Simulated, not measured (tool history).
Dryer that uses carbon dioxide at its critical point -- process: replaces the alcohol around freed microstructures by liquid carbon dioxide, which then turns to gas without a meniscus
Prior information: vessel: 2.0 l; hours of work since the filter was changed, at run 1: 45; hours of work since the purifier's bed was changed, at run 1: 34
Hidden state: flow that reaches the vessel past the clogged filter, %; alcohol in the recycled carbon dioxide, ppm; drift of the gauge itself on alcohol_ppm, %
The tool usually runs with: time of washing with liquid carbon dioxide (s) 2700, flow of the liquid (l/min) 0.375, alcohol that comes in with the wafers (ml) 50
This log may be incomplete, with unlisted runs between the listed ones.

| run | day | time of washing with liquid carbon dioxide (s) | flow of the liquid (l/min) | alcohol that comes in with the wafers (ml) | hours of work since the filter was changed | hours of work since the purifier's bed was changed | alcohol left in the vessel before it's heated (ppm by volume) |
|---|---|---|---|---|---|---|---|
| 1 | 0.000 | 2700 | 0.375 | 50 | 45 | 34 | 31 |
| 2 | 0.567 | 2700 | 0.375 | 21 | 51 | 40 | 20 |
| 3 | 1.075 | 2700 | 0.375 | 50 | 56 | 45 | 31 |
| 4 | 1.492 | 2700 | 0.375 | 50 | 60 | 49 | 34 |
| 5 | 1.846 | 3120 | 0.375 | 50 | 63 | 52 | 24 |
| 6 | 2.246 | 3120 | 0.375 | 50 | 67 | 56 | 26 |
| 7 | 2.592 | 3360 | 0.397 | 50 | 70 | 60 | 20 |
| 8 | 3.329 | 3420 | 0.309 | 40 | 78 | 67 | 32 |
| 9 | 4.112 | 3420 | 0.309 | 40 | 85 | 75 | 38 |
| 10 | 4.571 | 3420 | 0.309 | 40 | 90 | 79 | 42 |
| 11 | 5.142 | 3420 | 0.309 | 40 | 95 | 85 | 37 |

What if the next run were any one of these 3? Each begins from the tool's condition after run 11:
| A | 5.817 | 2340 | 0.297 | 93 | 102 | 91 | ? |
| B | 5.817 | 3240 | 0.309 | 96 | 102 | 91 | ? |
| C | 5.817 | 4200 | 0.241 | 25 | 102 | 91 | ? |

| run | alcohol left in the vessel before it's heated (ppm by volume) |
|---|---|
| A | 507 |
| B | 94 |
| C | 47 |
What these runs would have given with no unlogged condition in the tool:
| run | alcohol left in the vessel before it's heated (ppm by volume) |
|---|---|
| A | 294 |
| B | 40 |
| C | 20 |
